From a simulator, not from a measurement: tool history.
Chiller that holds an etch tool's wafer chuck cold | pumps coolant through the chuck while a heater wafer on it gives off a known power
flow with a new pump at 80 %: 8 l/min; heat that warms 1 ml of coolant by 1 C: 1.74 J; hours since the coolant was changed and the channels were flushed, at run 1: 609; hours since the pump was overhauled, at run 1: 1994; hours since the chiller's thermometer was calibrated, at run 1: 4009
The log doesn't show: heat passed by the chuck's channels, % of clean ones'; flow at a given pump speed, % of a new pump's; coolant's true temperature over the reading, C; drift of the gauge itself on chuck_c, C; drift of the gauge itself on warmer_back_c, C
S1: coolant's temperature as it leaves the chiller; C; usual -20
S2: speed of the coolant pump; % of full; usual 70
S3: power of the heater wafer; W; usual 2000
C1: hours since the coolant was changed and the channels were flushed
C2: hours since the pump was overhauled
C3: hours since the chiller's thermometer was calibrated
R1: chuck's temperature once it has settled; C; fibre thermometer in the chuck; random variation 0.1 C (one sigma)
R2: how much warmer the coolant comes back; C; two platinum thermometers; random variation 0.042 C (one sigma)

run 1 day=0 | S1=-20 S2=70 S3=2000 | C1=609 C2=1994 C3=4009 | R1=-3.4 R2=10.52
run 2 day=4.617 | S1=-20 S2=72 S3=2000 | C1=719 C2=2105 C3=4119 | R1=-4.1 R2=10.25
run 3 day=8.421 | S1=-20 S2=70 S3=2000 | C1=811 C2=2196 C3=4211 | R1=-3.6 R2=10.61
run 4 day=12.779 | S1=-18 S2=70 S3=2000 | C1=915 C2=2301 C3=4315 | R1=-1.3 R2=10.58
run 5 day=15.204 | S1=-18 S2=70 S3=2000 | C1=974 C2=2359 C3=4373 | R1=-1.2 R2=10.6
run 6 day=19.583 | S1=-25 S2=70 S3=2000 | C1=1079 C2=2464 C3=4479 | R1=-8.4 R2=10.74
run 7 day=21.9 | S1=-20 S2=70 S3=2000 | C1=1134 C2=2520 C3=4534 | R1=-3.3 R2=10.8
run 8 day=27.575 | S1=-20 S2=70 S3=2000 | C1=1270 C2=2656 C3=4670 | R1=-3.2 R2=10.72
run 9 day=30.421 | S1=-20 S2=70 S3=2000 | C1=1339 C2=2724 C3=4739 | R1=-3.1 R2=10.76
run 10 day=33.325 | S1=-20 S2=70 S3=2000 | C1=1408 C2=2794 C3=4808 | R1=-3.2 R2=10.72
run 11 day=38.642 | S1=-20 S2=70 S3=1015 | C1=1536 C2=2921 C3=4936 | R1=-11.7 R2=5.46
run 12 day=43.733 | S1=-20 S2=70 S3=2000 | C1=1658 C2=3044 C3=5058 | R1=-2.9 R2=10.83
run 13 day=47.208 | S1=-20 S2=70 S3=2000 | C1=1742 C2=3127 C3=5142 | R1=-2.8 R2=10.83
run 14 day=51.983 | S1=-20 S2=70 S3=2949 | C1=1856 C2=3242 C3=5256 | R1=5.7 R2=16.02
run 15 day=56.417 | S1=-11 S2=70 S3=2000 | C1=1963 C2=3348 C3=5363 | R1=6.4 R2=10.86
run 16 day=61.267 | S1=-20 S2=70 S3=2000 | C1=2079 C2=3464 C3=5479 | R1=-2.5 R2=10.96
run 17 day=64.071 | S1=-21 S2=62 S3=2547 | C1=2146 C2=3532 C3=5546 | R1=3.7 R2=15.78
run 18 day=69.733 | S1=-21 S2=62 S3=2547 | C1=2282 C2=3668 C3=5682 | R1=3.6 R2=15.92
run 19 day=72.717 | S1=-14 S2=82 S3=2437 | C1=2354 C2=3739 C3=5754 | R1=5.1 R2=11.23
-- day=77.017 coolant pump overhauled
run 20 day=77.162 | S1=-13 S2=73 S3=2437 | C1=2456 C2=4 C3=5855 | R1=6.4 R2=11.45
-- day=80.842 chiller's thermometer calibrated
run 21 day=82.875 | S1=-29 S2=70 S3=2000 | C1=2592 C2=140 C3=49 | R1=-11.8 R2=9.93
run 22 day=86.45 | S1=-22 S2=70 S3=2268 | C1=2677 C2=225 C3=135 | R1=-2.4 R2=11.27
run 23 day=91.396 | S1=-15 S2=63 S3=2835 | C1=2796 C2=344 C3=253 | R1=11.5 R2=15.82
run 24 day=94.55 | S1=-15 S2=63 S3=2835 | C1=2872 C2=420 C3=329 | R1=11.5 R2=15.82
run 25 day=97.046 | S1=-20 S2=97 S3=1325 | C1=2932 C2=480 C3=389 | R1=-11 R2=4.55
run 26 day=101.65 | S1=-20 S2=97 S3=1325 | C1=3042 C2=590 C3=499 | R1=-10.8 R2=4.63
-- day=102.888 coolant changed, channels flushed
run 27 day=105.996 | S1=-20 S2=97 S3=1012 | C1=75 C2=689 C3=598 | R1=-13.8 R2=3.59

The next listed run, before its measurement:
run 28 day=111.333 | S1=-16 S2=61 S3=2620 | C1=203 C2=817 C3=726 | R1=? R2=?

{"run 28": {"R1": 7.3, "R2": 15.25}}
Without the tool's hidden state the same run would have given R1 7.1 C, R2 15.14 C.
